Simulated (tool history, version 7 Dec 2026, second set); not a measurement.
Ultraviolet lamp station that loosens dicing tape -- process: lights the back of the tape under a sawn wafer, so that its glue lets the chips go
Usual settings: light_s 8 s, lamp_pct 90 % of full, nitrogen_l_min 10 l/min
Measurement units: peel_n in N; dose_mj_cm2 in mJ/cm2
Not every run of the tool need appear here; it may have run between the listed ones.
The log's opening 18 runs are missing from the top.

run   hour  light_s  lamp_pct  nitrogen_l_min  peel_n  dose_mj_cm2
 19  343.1       13        88              16   0.193          760
 20  365.5       10        78              10   0.737          523
 21  385.3       10        78              10   0.762          526
 22  411.2       10        78              10   0.817          525
 23  429.6       10        78              10   0.788          526
 24  448.8        8        90              10   0.960          482
 25  468.5        8        90              10   0.928          479
 26  480.4        9        61               6   2.361          364
 27  502.5        4        81               6   4.537          217
 28  517.0        8        71               3   3.221          384
 29  543.6        8        66              10   1.787          352
 30  559.6        8        66              10   1.809          353
 31  585.8        5        77              10   2.832          262
 32  605.5        6        77              10   2.330          309
 33  629.6        6        68              15   2.129          271
 34  647.9        6        79              15   1.695          324
 35  662.9       12        65               7   1.030          525

Forecast each of these 4 alternatives for the next run:
  A  686.5        6        70               7       ?            ?
  B  686.5        8        90               6       ?            ?
  C  686.5       12        84               7       ?            ?
  D  686.5        9        86              10       ?            ?

run  peel_n  dose_mj_cm2
  A   3.010          278
  B   1.402          487
  C   0.572          684
  D   0.805          520
Without the tool's hidden state the same runs would have given:
run  peel_n  dose_mj_cm2
  A   3.006          279
  B   1.399          487
  C   0.571          685
  D   0.803          520
